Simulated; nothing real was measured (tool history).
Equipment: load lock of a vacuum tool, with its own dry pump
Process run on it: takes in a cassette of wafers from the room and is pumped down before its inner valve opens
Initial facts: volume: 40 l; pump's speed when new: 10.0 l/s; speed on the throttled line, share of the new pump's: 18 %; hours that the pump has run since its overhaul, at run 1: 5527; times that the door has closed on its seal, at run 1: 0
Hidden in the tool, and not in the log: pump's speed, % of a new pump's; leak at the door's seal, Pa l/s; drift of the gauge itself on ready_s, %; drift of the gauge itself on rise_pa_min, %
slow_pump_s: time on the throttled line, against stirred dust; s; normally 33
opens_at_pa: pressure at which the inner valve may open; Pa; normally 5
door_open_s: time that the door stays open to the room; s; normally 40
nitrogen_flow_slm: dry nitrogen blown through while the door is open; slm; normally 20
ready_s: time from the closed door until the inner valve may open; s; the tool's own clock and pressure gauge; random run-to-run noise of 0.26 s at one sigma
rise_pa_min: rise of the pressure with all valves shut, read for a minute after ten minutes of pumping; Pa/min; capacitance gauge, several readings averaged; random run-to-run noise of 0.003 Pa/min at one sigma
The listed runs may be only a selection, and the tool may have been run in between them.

run      day  slow_pump_s  opens_at_pa  door_open_s  nitrogen_flow_slm  hours that the pump has run since its overhaul  times that the door has closed on its seal  incoming humidity of the room's air, %  ready_s  rise_pa_min
  1        0           33            5           40                 20                                            5527                                           0                                    42.8     68.5         0.03
  2   12.246           33            5           40                 20                                            5821                                         963                                    44.9     68.6        0.043
  3   31.704           33            5           40                 10                                            6288                                        2492                                    42.7       69        0.048
  4   47.196           33            5           34                 20                                            6660                                        3709                                    44.7     68.7        0.045
  5   60.017           33            5           34                 20                                            6968                                        4717                                      45     69.5        0.044
  6   75.542           33            5           40                 18                                            7340                                        5937                                      42       69        0.054
  7   91.117           33            5           40                 18                                            7714                                        7160                                    43.7     69.4        0.053
  8   105.65           35            5           40                 20                                            8063                                        8302                                    46.9     71.3        0.065
  9  119.029           35            5           40                 20                                            8384                                        9354                                    42.6     71.6        0.066
 10  137.904           35            5           40                 20                                            8837                                       10837                                    44.5     71.5        0.082
     158.529  -- dry pump taken out, an overhauled one fitted
 11  158.704           35            5           40                 20                                               4                                       12452                                      49     69.3        0.096
 12  171.712           35            5           40                 20                                             316                                       13474                                    45.9     68.8        0.096
 13  188.879           35            5           40                 20                                             728                                       14823                                    45.3     69.6        0.098
 14  205.046           35            5           40                 20                                            1116                                       16093                                    45.9     68.9        0.117
 15  216.408           33            5          150                 20                                            1389                                       16986                                    44.8     67.7        0.146
 16  225.896           33            5          150                 20                                            1617                                       17732                                    44.9     67.7        0.146
 17    244.9           33            5           40                 20                                            2073                                       19225                                      47       68        0.149
 18  256.029           21            5           40                 20                                            2340                                       20100                                    43.5     58.3        0.149
 19  275.708           19            5           40                 20                                            2812                                       21646                                    47.6     57.3        0.171
     277.967  -- door's seal changed, seat wiped
 20  291.788           20            7           87                 20                                            3197                                        1086                                    44.3     56.4        0.044
 21  306.371           20            7           87                 20                                            3547                                        2232                                    43.8     56.1        0.048
 22  318.358           27            7           87                  7                                            3834                                        3174                                    44.2     62.2        0.067
 23  330.196           18            7           71                 31                                            4118                                        4104                                    45.7     55.6         0.04
 24  348.254           38            5           92                  6                                            4552                                        5523                                    43.7     73.5        0.079
 25  368.104           30            5          169                 31                                            5028                                        7083                                    45.5     66.8        0.066
 26  379.442           18            6          166                 16                                            5300                                        7974                                    45.2     56.2        0.088
 27   387.95           33            5           40                 34                                            5505                                        8643                                    41.7     69.7        0.053
 28  399.796           33            7           31                  5                                            5789                                        9573                                    42.1       68        0.079
 29  409.075           27            8           35                 30                                            6012                                       10302                                    43.3     62.4        0.063
 30  420.954           51            4          141                  5                                            6297                                       11236                                    46.2     85.7        0.119
 31  440.779           33            5           40                  6                                            6772                                       12794                                    45.2     70.2        0.103
 32  457.021           33            5           40                  6                                            7162                                       14070                                    42.9     70.1        0.103
 33  471.471           33            9           84                  6                                            7509                                       15206                                    43.7     68.1        0.131
 34  486.138           24            5           40                 20                                            7861                                       16358                                    47.3     63.1        0.117
 35  501.379           24            5           40                 24                                            8227                                       17556                                    41.9     63.5        0.119
 36   522.35           57            4          185                  6                                            8730                                       19204                                    41.2     91.8        0.181
 37  533.271           57            4          185                  6                                            8992                                       20062                                    45.7     91.6        0.199

A few steps of ready_s between consecutive runs. Split each: what settings, incoming material and random variation would produce without the hidden state, and what is left over for the hidden state, along with gauge scatter present in only one of the two compared results (measured, and without hidden state):
Run 10 -> 11: dry pump taken out, an overhauled one fitted. ready_s -2.2 s: hidden state -2.6, all else +0.4.
Run 23 -> 24: slow_pump_s 18 -> 38, opens_at_pa 7 -> 5, door_open_s 71 -> 92, nitrogen_flow_slm 31 -> 6. ready_s +17.9 s: hidden state +0, all else +17.9.
Run 24 -> 25: slow_pump_s 38 -> 30, door_open_s 92 -> 169, nitrogen_flow_slm 6 -> 31. ready_s -6.7 s: hidden state +0.3, all else -7.
Run 29 -> 30: slow_pump_s 27 -> 51, opens_at_pa 8 -> 4, door_open_s 35 -> 141, nitrogen_flow_slm 30 -> 5. ready_s +23.3 s: hidden state +0.1, all else +23.2.
Run 33 -> 34: slow_pump_s 33 -> 24, opens_at_pa 9 -> 5, door_open_s 84 -> 40, nitrogen_flow_slm 6 -> 20. ready_s -5 s: hidden state +0.5, all else -5.5.
Run 35 -> 36: slow_pump_s 24 -> 57, opens_at_pa 5 -> 4, door_open_s 40 -> 185, nitrogen_flow_slm 24 -> 6. ready_s +28.3 s: hidden state -0.2, all else +28.5.
